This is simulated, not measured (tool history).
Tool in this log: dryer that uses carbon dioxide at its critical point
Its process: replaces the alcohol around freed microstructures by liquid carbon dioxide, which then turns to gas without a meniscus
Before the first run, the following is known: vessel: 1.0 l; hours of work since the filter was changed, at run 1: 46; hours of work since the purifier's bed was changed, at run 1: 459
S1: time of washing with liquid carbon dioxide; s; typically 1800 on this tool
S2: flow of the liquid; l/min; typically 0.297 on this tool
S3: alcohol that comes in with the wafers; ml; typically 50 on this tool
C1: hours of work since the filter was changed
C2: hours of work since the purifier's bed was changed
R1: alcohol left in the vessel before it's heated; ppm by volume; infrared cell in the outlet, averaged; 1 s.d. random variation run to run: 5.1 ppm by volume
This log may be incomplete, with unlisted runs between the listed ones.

run 1 hour=0 | S1=1800 S2=0.297 S3=50 | C1=46 C2=459 | R1=200
run 2 hour=11.5 | S1=1800 S2=0.297 S3=28 | C1=52 C2=465 | R1=173
run 3 hour=24 | S1=1680 S2=0.297 S3=28 | C1=60 C2=472 | R1=194
run 4 hour=37.9 | S1=2100 S2=0.297 S3=50 | C1=68 C2=481 | R1=170
run 5 hour=54 | S1=1080 S2=0.297 S3=50 | C1=77 C2=490 | R1=1028
run 6 hour=67.1 | S1=1080 S2=0.297 S3=50 | C1=85 C2=497 | R1=1064
run 7 hour=86.3 | S1=1800 S2=0.365 S3=20 | C1=96 C2=509 | R1=161
run 8 hour=99.2 | S1=1800 S2=0.365 S3=20 | C1=103 C2=516 | R1=167
-- hour=107.9 purifier's bed changed
run 9 hour=121.9 | S1=1800 S2=0.365 S3=20 | C1=115 C2=8 | R1=18
run 10 hour=136.3 | S1=1920 S2=0.378 S3=88 | C1=123 C2=16 | R1=16

Each row is a separate what-if for the run after 10, all from the same tool condition, not one after another. Results?
run A hour=155.4 | S1=1740 S2=0.297 S3=27 | C1=134 C2=28 | R1=?
run B hour=155.4 | S1=2460 S2=0.232 S3=27 | C1=134 C2=28 | R1=?
run C hour=155.4 | S1=2160 S2=0.233 S3=71 | C1=134 C2=28 | R1=?
run D hour=155.4 | S1=2400 S2=0.262 S3=98 | C1=134 C2=28 | R1=?

run=A R1=61
run=B R1=32
run=C R1=162
run=D R1=56
Stripped of hidden state, with their random variation kept, the same runs would have yielded:
run=A R1=38
run=B R1=17
run=C R1=110
run=D R1=32
